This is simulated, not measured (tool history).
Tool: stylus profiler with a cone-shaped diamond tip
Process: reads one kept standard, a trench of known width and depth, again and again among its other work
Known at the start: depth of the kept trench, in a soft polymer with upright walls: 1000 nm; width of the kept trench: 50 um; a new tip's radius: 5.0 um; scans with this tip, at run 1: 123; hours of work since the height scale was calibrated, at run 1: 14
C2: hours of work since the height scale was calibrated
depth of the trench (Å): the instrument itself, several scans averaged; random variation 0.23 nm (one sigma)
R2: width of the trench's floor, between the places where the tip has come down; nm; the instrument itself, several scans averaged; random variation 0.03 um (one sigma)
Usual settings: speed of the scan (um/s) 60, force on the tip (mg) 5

{"run": 1, "hour": 0.0, "speed of the scan (um/s)": 60, "force on the tip (mg)": 5, "scans with this tip": 123, "C2": 14, "depth of the trench (Å)": 10228, "R2": 43910}
{"run": 2, "hour": 97.5, "speed of the scan (um/s)": 60, "force on the tip (mg)": 5, "scans with this tip": 653, "C2": 75, "depth of the trench (Å)": 10223.3, "R2": 43810}
{"run": 3, "hour": 173.6, "speed of the scan (um/s)": 60, "force on the tip (mg)": 5, "scans with this tip": 1068, "C2": 122, "depth of the trench (Å)": 10222.5, "R2": 43820}
{"run": 4, "hour": 230.5, "speed of the scan (um/s)": 60, "force on the tip (mg)": 5, "scans with this tip": 1377, "C2": 158, "depth of the trench (Å)": 10220.9, "R2": 43730}
{"run": 5, "hour": 335.2, "speed of the scan (um/s)": 60, "force on the tip (mg)": 5, "scans with this tip": 1947, "C2": 223, "depth of the trench (Å)": 10214.9, "R2": 43650}
{"run": 6, "hour": 447.7, "speed of the scan (um/s)": 60, "force on the tip (mg)": 5, "scans with this tip": 2558, "C2": 293, "depth of the trench (Å)": 10211, "R2": 43550}
{"run": 7, "hour": 553.8, "speed of the scan (um/s)": 60, "force on the tip (mg)": 5, "scans with this tip": 3135, "C2": 359, "depth of the trench (Å)": 10208.8, "R2": 43470}
{"run": 8, "hour": 654.9, "speed of the scan (um/s)": 60, "force on the tip (mg)": 2.5, "scans with this tip": 3685, "C2": 422, "depth of the trench (Å)": 10126.3, "R2": 43400}
{"run": 9, "hour": 751.5, "speed of the scan (um/s)": 60, "force on the tip (mg)": 2.5, "scans with this tip": 4211, "C2": 482, "depth of the trench (Å)": 10121.1, "R2": 43320}
{"run": 10, "hour": 798.9, "speed of the scan (um/s)": 60, "force on the tip (mg)": 5, "scans with this tip": 4468, "C2": 512, "depth of the trench (Å)": 10204.2, "R2": 43310}
{"run": 11, "hour": 871.6, "speed of the scan (um/s)": 60, "force on the tip (mg)": 5, "scans with this tip": 4864, "C2": 557, "depth of the trench (Å)": 10206.1, "R2": 43300}
{"run": 12, "hour": 939.4, "speed of the scan (um/s)": 60, "force on the tip (mg)": 5, "scans with this tip": 5233, "C2": 600, "depth of the trench (Å)": 10202.6, "R2": 43260}
{"run": 13, "hour": 999.2, "speed of the scan (um/s)": 60, "force on the tip (mg)": 5, "scans with this tip": 5558, "C2": 637, "depth of the trench (Å)": 10196.9, "R2": 43290}
{"hour": 1006.8, "done": "height scale calibrated on a step standard"}
{"run": 14, "hour": 1092.0, "speed of the scan (um/s)": 60, "force on the tip (mg)": 5, "scans with this tip": 6060, "C2": 53, "depth of the trench (Å)": 10183.9, "R2": 43230}
{"run": 15, "hour": 1164.4, "speed of the scan (um/s)": 60, "force on the tip (mg)": 5, "scans with this tip": 6454, "C2": 98, "depth of the trench (Å)": 10184.2, "R2": 43240}
{"run": 16, "hour": 1240.4, "speed of the scan (um/s)": 60, "force on the tip (mg)": 5, "scans with this tip": 6867, "C2": 146, "depth of the trench (Å)": 10179.6, "R2": 43160}
{"run": 17, "hour": 1297.6, "speed of the scan (um/s)": 60, "force on the tip (mg)": 5, "scans with this tip": 7178, "C2": 181, "depth of the trench (Å)": 10181, "R2": 43120}
{"run": 18, "hour": 1355.0, "speed of the scan (um/s)": 18, "force on the tip (mg)": 5, "scans with this tip": 7490, "C2": 217, "depth of the trench (Å)": 10176.6, "R2": 43160}
{"run": 19, "hour": 1425.6, "speed of the scan (um/s)": 61, "force on the tip (mg)": 5, "scans with this tip": 7874, "C2": 261, "depth of the trench (Å)": 10173.9, "R2": 43050}
{"hour": 1485.5, "done": "height scale calibrated on a step standard, once more"}
{"run": 20, "hour": 1501.7, "speed of the scan (um/s)": 110, "force on the tip (mg)": 5, "scans with this tip": 8286, "C2": 10, "depth of the trench (Å)": 10221.2, "R2": 42850}
{"run": 21, "hour": 1569.4, "speed of the scan (um/s)": 60, "force on the tip (mg)": 8.36, "scans with this tip": 8654, "C2": 52, "depth of the trench (Å)": 10316.1, "R2": 42990}
{"run": 22, "hour": 1653.7, "speed of the scan (um/s)": 60, "force on the tip (mg)": 2.49, "scans with this tip": 9112, "C2": 105, "depth of the trench (Å)": 10135.9, "R2": 42820}
{"run": 23, "hour": 1733.7, "speed of the scan (um/s)": 60, "force on the tip (mg)": 14.64, "scans with this tip": 9548, "C2": 155, "depth of the trench (Å)": 10454.7, "R2": 42900}
{"run": 24, "hour": 1837.3, "speed of the scan (um/s)": 193, "force on the tip (mg)": 14.64, "scans with this tip": 10111, "C2": 219, "depth of the trench (Å)": 10451.7, "R2": 42680}
{"run": 25, "hour": 1940.0, "speed of the scan (um/s)": 193, "force on the tip (mg)": 5.53, "scans with this tip": 10669, "C2": 283, "depth of the trench (Å)": 10226.9, "R2": 42470}
{"run": 26, "hour": 2024.2, "speed of the scan (um/s)": 158, "force on the tip (mg)": 10.53, "scans with this tip": 11128, "C2": 336, "depth of the trench (Å)": 10353.3, "R2": 42580}
{"run": 27, "hour": 2105.5, "speed of the scan (um/s)": 158, "force on the tip (mg)": 10.53, "scans with this tip": 11569, "C2": 386, "depth of the trench (Å)": 10354.9, "R2": 42490}
{"run": 28, "hour": 2182.4, "speed of the scan (um/s)": 195, "force on the tip (mg)": 7.11, "scans with this tip": 11988, "C2": 434, "depth of the trench (Å)": 10267.2, "R2": 42380}
{"run": 29, "hour": 2290.9, "speed of the scan (um/s)": 19, "force on the tip (mg)": 7.83, "scans with this tip": 12578, "C2": 502, "depth of the trench (Å)": 10280.1, "R2": 42640}
{"run": 30, "hour": 2339.9, "speed of the scan (um/s)": 21, "force on the tip (mg)": 8.53, "scans with this tip": 12845, "C2": 532, "depth of the trench (Å)": 10301.2, "R2": 42620}
{"run": 31, "hour": 2408.9, "speed of the scan (um/s)": 208, "force on the tip (mg)": 1.67, "scans with this tip": 13219, "C2": 575, "depth of the trench (Å)": 10084.4, "R2": 41700}
{"run": 32, "hour": 2500.9, "speed of the scan (um/s)": 21, "force on the tip (mg)": 2.69, "scans with this tip": 13720, "C2": 633, "depth of the trench (Å)": 10118.7, "R2": 42510}
{"run": 33, "hour": 2583.4, "speed of the scan (um/s)": 66, "force on the tip (mg)": 11.4, "scans with this tip": 14168, "C2": 684, "depth of the trench (Å)": 10361.2, "R2": 42410}
{"run": 34, "hour": 2654.4, "speed of the scan (um/s)": 60, "force on the tip (mg)": 8.91, "scans with this tip": 14555, "C2": 728, "depth of the trench (Å)": 10302, "R2": 42400}
{"run": 35, "hour": 2757.8, "speed of the scan (um/s)": 52, "force on the tip (mg)": 1.85, "scans with this tip": 15117, "C2": 793, "depth of the trench (Å)": 10084.6, "R2": 42240}
{"run": 36, "hour": 2861.9, "speed of the scan (um/s)": 29, "force on the tip (mg)": 12.53, "scans with this tip": 15684, "C2": 858, "depth of the trench (Å)": 10380.4, "R2": 42380}
{"run": 37, "hour": 2937.6, "speed of the scan (um/s)": 54, "force on the tip (mg)": 8.54, "scans with this tip": 16095, "C2": 905, "depth of the trench (Å)": 10284.5, "R2": 42280}
{"run": 38, "hour": 2991.0, "speed of the scan (um/s)": 54, "force on the tip (mg)": 8.54, "scans with this tip": 16386, "C2": 938, "depth of the trench (Å)": 10284.6, "R2": 42240}
{"run": 39, "hour": 3061.2, "speed of the scan (um/s)": 54, "force on the tip (mg)": 2.28, "scans with this tip": 16768, "C2": 982, "depth of the trench (Å)": 10094.3, "R2": 42140}
{"run": 40, "hour": 3114.4, "speed of the scan (um/s)": 97, "force on the tip (mg)": 9.47, "scans with this tip": 17057, "C2": 1015, "depth of the trench (Å)": 10300.1, "R2": 42110}
{"run": 41, "hour": 3189.9, "speed of the scan (um/s)": 97, "force on the tip (mg)": 9.47, "scans with this tip": 17467, "C2": 1062, "depth of the trench (Å)": 10301.1, "R2": 42060}
{"run": 42, "hour": 3295.4, "speed of the scan (um/s)": 45, "force on the tip (mg)": 8.16, "scans with this tip": 18041, "C2": 1128, "depth of the trench (Å)": 10268.3, "R2": 42080}
{"hour": 3304.9, "done": "new tip fitted, height scale calibrated"}
{"run": 43, "hour": 3403.8, "speed of the scan (um/s)": 60, "force on the tip (mg)": 12.82, "scans with this tip": 538, "C2": 62, "depth of the trench (Å)": 10418.2, "R2": 43690}
{"run": 44, "hour": 3512.0, "speed of the scan (um/s)": 60, "force on the tip (mg)": 12.82, "scans with this tip": 1126, "C2": 129, "depth of the trench (Å)": 10413.3, "R2": 43590}
{"run": 45, "hour": 3592.8, "speed of the scan (um/s)": 203, "force on the tip (mg)": 6.48, "scans with this tip": 1566, "C2": 179, "depth of the trench (Å)": 10265.1, "R2": 43220}
{"run": 46, "hour": 3704.1, "speed of the scan (um/s)": 34, "force on the tip (mg)": 12.31, "scans with this tip": 2171, "C2": 249, "depth of the trench (Å)": 10399.5, "R2": 43560}
{"run": 47, "hour": 3809.1, "speed of the scan (um/s)": 81, "force on the tip (mg)": 2.1, "scans with this tip": 2742, "C2": 314, "depth of the trench (Å)": 10114.9, "R2": 43240}

The same runs without the tool's hidden state, with the same run-to-run variation:
The hidden state here: radius of the tip, um; height scale over the true one, %; drift of the gauge itself on depth_nm, %; drift of the gauge itself on floor_um, %.
run=1 depth_of_the_trench_(Å)=10226.9 R2=43870
run=2 depth_of_the_trench_(Å)=10224.7 R2=43830
run=3 depth_of_the_trench_(Å)=10226 R2=43890
run=4 depth_of_the_trench_(Å)=10225.8 R2=43840
run=5 depth_of_the_trench_(Å)=10222.3 R2=43830
run=6 depth_of_the_trench_(Å)=10221.3 R2=43800
run=7 depth_of_the_trench_(Å)=10221.8 R2=43790
run=8 depth_of_the_trench_(Å)=10141.8 R2=43770
run=9 depth_of_the_trench_(Å)=10139.1 R2=43750
run=10 depth_of_the_trench_(Å)=10223.5 R2=43770
run=11 depth_of_the_trench_(Å)=10227.2 R2=43800
run=12 depth_of_the_trench_(Å)=10225.4 R2=43800
run=13 depth_of_the_trench_(Å)=10221.4 R2=43860
run=14 depth_of_the_trench_(Å)=10222.9 R2=43860
run=15 depth_of_the_trench_(Å)=10225 R2=43910
run=16 depth_of_the_trench_(Å)=10222.4 R2=43870
run=17 depth_of_the_trench_(Å)=10225.2 R2=43850
run=18 depth_of_the_trench_(Å)=10222.5 R2=43930
run=19 depth_of_the_trench_(Å)=10221.5 R2=43860
run=20 depth_of_the_trench_(Å)=10223.3 R2=43700
run=21 depth_of_the_trench_(Å)=10319.8 R2=43880
run=22 depth_of_the_trench_(Å)=10141.4 R2=43770
run=23 depth_of_the_trench_(Å)=10462.4 R2=43880
run=24 depth_of_the_trench_(Å)=10462 R2=43720
run=25 depth_of_the_trench_(Å)=10239.5 R2=43560
run=26 depth_of_the_trench_(Å)=10368.1 R2=43720
run=27 depth_of_the_trench_(Å)=10371.6 R2=43680
run=28 depth_of_the_trench_(Å)=10285.7 R2=43610
run=29 depth_of_the_trench_(Å)=10301.4 R2=43930
run=30 depth_of_the_trench_(Å)=10323.7 R2=43930
run=31 depth_of_the_trench_(Å)=10108.2 R2=43050
run=32 depth_of_the_trench_(Å)=10145.1 R2=43920
run=33 depth_of_the_trench_(Å)=10390.4 R2=43860
run=34 depth_of_the_trench_(Å)=10332.8 R2=43880
run=35 depth_of_the_trench_(Å)=10117.3 R2=43780
run=36 depth_of_the_trench_(Å)=10416.7 R2=43970
run=37 depth_of_the_trench_(Å)=10322.2 R2=43910
run=38 depth_of_the_trench_(Å)=10323.8 R2=43890
run=39 depth_of_the_trench_(Å)=10134.5 R2=43830
run=40 depth_of_the_trench_(Å)=10342.4 R2=43820
run=41 depth_of_the_trench_(Å)=10345.3 R2=43810
run=42 depth_of_the_trench_(Å)=10315 R2=43880
run=43 depth_of_the_trench_(Å)=10420.1 R2=43880
run=44 depth_of_the_trench_(Å)=10417.8 R2=43840
run=45 depth_of_the_trench_(Å)=10271.6 R2=43520
run=46 depth_of_the_trench_(Å)=10409 R2=43920
run=47 depth_of_the_trench_(Å)=10126.5 R2=43670
